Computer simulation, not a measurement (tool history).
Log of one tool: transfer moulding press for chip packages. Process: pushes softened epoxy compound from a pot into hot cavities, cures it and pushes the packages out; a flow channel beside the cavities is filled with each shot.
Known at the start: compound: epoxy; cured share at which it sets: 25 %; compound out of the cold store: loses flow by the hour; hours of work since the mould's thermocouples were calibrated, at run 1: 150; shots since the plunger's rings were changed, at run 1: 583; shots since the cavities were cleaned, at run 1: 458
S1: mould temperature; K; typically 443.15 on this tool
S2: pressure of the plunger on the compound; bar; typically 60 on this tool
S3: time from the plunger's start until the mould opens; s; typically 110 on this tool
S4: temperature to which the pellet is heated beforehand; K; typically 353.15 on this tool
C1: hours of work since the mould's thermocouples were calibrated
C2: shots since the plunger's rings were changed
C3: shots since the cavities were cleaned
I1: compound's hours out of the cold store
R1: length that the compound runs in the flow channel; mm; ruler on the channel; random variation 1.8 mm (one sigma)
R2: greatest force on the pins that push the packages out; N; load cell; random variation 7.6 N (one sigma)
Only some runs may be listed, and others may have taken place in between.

| run | hour | S1 | S2 | S3 | S4 | C1 | C2 | C3 | I1 | R1 | R2 |
|---|---|---|---|---|---|---|---|---|---|---|---|
| 1 | 0 | 443.15 | 60 | 110 | 353.15 | 150 | 583 | 458 | 33 | 573 | 342 |
|  | 5.3 | cavities cleaned with cleaning compound and waxed |
| 2 | 8.8 | 443.15 | 60 | 110 | 357.15 | 155 | 662 | 38 | 40.7 | 561 | 335 |
| 3 | 15.5 | 443.15 | 60 | 110 | 353.15 | 159 | 735 | 111 | 29.3 | 582 | 332 |
| 4 | 23.7 | 443.15 | 60 | 110 | 353.15 | 164 | 825 | 201 | 18.7 | 595 | 354 |
| 5 | 30.5 | 443.15 | 60 | 110 | 353.15 | 168 | 899 | 275 | 19.4 | 599 | 335 |
| 6 | 34.5 | 443.15 | 60 | 117 | 353.15 | 170 | 942 | 318 | 37.9 | 566 | 327 |
| 7 | 39.9 | 443.15 | 60 | 117 | 353.15 | 174 | 1002 | 378 | 35.4 | 569 | 325 |
| 8 | 48.4 | 443.15 | 56.8 | 110 | 353.15 | 179 | 1093 | 469 | 38.7 | 549 | 335 |
|  | 52.4 | cavities cleaned with cleaning compound and waxed |
| 9 | 57.2 | 443.15 | 60 | 110 | 353.15 | 184 | 1173 | 52 | 15.9 | 603 | 336 |
| 10 | 65.1 | 443.15 | 60 | 110 | 353.15 | 188 | 1259 | 138 | 32.4 | 573 | 348 |
| 11 | 72.9 | 444.15 | 60 | 110 | 353.15 | 193 | 1345 | 224 | 42.5 | 555 | 309 |
| 12 | 77.3 | 444.15 | 60 | 142 | 353.15 | 196 | 1392 | 271 | 40.3 | 557 | 282 |
| 13 | 85.4 | 444.15 | 60 | 142 | 353.15 | 201 | 1481 | 360 | 42.7 | 555 | 294 |
| 14 | 91.2 | 444.15 | 60 | 142 | 353.15 | 205 | 1543 | 422 | 19.2 | 590 | 289 |
|  | 99.7 | cavities cleaned with cleaning compound and waxed |
| 15 | 101.7 | 444.15 | 60 | 142 | 353.15 | 210 | 1642 | 22 | 28.2 | 578 | 293 |
| 16 | 109.4 | 437.15 | 65.3 | 102 | 343.15 | 215 | 1726 | 106 | 43.7 | 604 | 558 |
| 17 | 115.9 | 436.15 | 55.5 | 144 | 349.15 | 219 | 1797 | 177 | 24.8 | 592 | 341 |
| 18 | 120.2 | 443.15 | 53.7 | 120 | 353.15 | 222 | 1844 | 224 | 45.7 | 519 | 320 |
| 19 | 125.6 | 443.15 | 53.7 | 120 | 353.15 | 225 | 1902 | 282 | 17.9 | 565 | 317 |
| 20 | 131.7 | 435.15 | 60 | 99 | 353.15 | 229 | 1969 | 349 | 16 | 636 | 737 |
| 21 | 136.7 | 435.15 | 60 | 99 | 353.15 | 232 | 2023 | 403 | 29.9 | 609 | 725 |
| 22 | 143.4 | 435.15 | 60 | 99 | 353.15 | 236 | 2097 | 477 | 36.3 | 596 | 708 |
|  | 147.3 | cavities cleaned with cleaning compound and waxed |
| 23 | 152.1 | 437.15 | 54.3 | 110 | 359.15 | 240 | 2175 | 53 | 11.8 | 605 | 492 |
| 24 | 159.4 | 450.15 | 59.7 | 115 | 362.15 | 245 | 2255 | 133 | 32.7 | 552 | 297 |
| 25 | 164.4 | 447.15 | 59.7 | 119 | 362.15 | 248 | 2309 | 187 | 25.9 | 566 | 307 |
| 26 | 173.4 | 436.15 | 51.7 | 110 | 359.15 | 254 | 2407 | 285 | 34.5 | 555 | 525 |
| 27 | 179.9 | 443.15 | 60 | 126 | 349.15 | 258 | 2479 | 357 | 35.6 | 570 | 312 |
| 28 | 187.6 | 443.15 | 60 | 126 | 349.15 | 262 | 2562 | 440 | 40.6 | 558 | 309 |

Here are 3 independent what-if runs from the current tool condition. What would each one return?
| A | 192.7 | 443.15 | 58.6 | 126 | 349.15 | 265 | 2617 | 495 | 21.6 | ? | ? |
| B | 192.7 | 447.15 | 60 | 110 | 362.15 | 265 | 2617 | 495 | 24.4 | ? | ? |
| C | 192.7 | 443.15 | 60 | 126 | 349.15 | 265 | 2617 | 495 | 36.4 | ? | ? |

| run | R1 | R2 |
|---|---|---|
| A | 585 | 308 |
| B | 573 | 303 |
| C | 565 | 308 |
Without the tool's unlogged condition, the same runs would have read:
| run | R1 | R2 |
|---|---|---|
| A | 585 | 305 |
| B | 574 | 301 |
| C | 566 | 305 |
